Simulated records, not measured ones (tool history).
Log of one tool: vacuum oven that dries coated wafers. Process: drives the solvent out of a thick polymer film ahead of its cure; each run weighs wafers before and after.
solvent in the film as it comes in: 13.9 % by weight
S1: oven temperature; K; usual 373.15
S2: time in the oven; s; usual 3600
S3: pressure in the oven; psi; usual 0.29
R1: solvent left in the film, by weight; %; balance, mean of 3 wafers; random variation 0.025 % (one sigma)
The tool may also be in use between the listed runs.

run,day,S1,S2,S3,R1
1,0,373.15,3600,0.29,1.9
2,0.725,373.15,3600,0.29,1.94
3,1.679,373.15,3600,0.804,3.95
4,2.467,373.15,3600,0.804,3.93
5,3.742,373.15,3600,0.804,3.94
6,4.292,373.15,3600,0.804,3.91
7,5.533,373.15,3600,0.672,3.4
8,6.492,383.15,3600,0.29,1.04
9,7.442,360.15,3600,0.257,4.23
10,8.488,360.15,3600,0.257,4.18
# day 8.633: vacuum gauge cleaned of residue and calibrated
# day 9.142: oven's thermocouples calibrated
11,9.404,365.15,3600,0.532,4.73
12,10.158,367.15,3180,0.29,3.46
13,10.954,373.15,5220,0.29,1.68

The next listed run, before its measurement:
14,12.096,373.15,2580,0.574,?

{"run 14": {"R1": 3.98}}
Without the tool's hidden state the same run would have given R1 3.72 %.
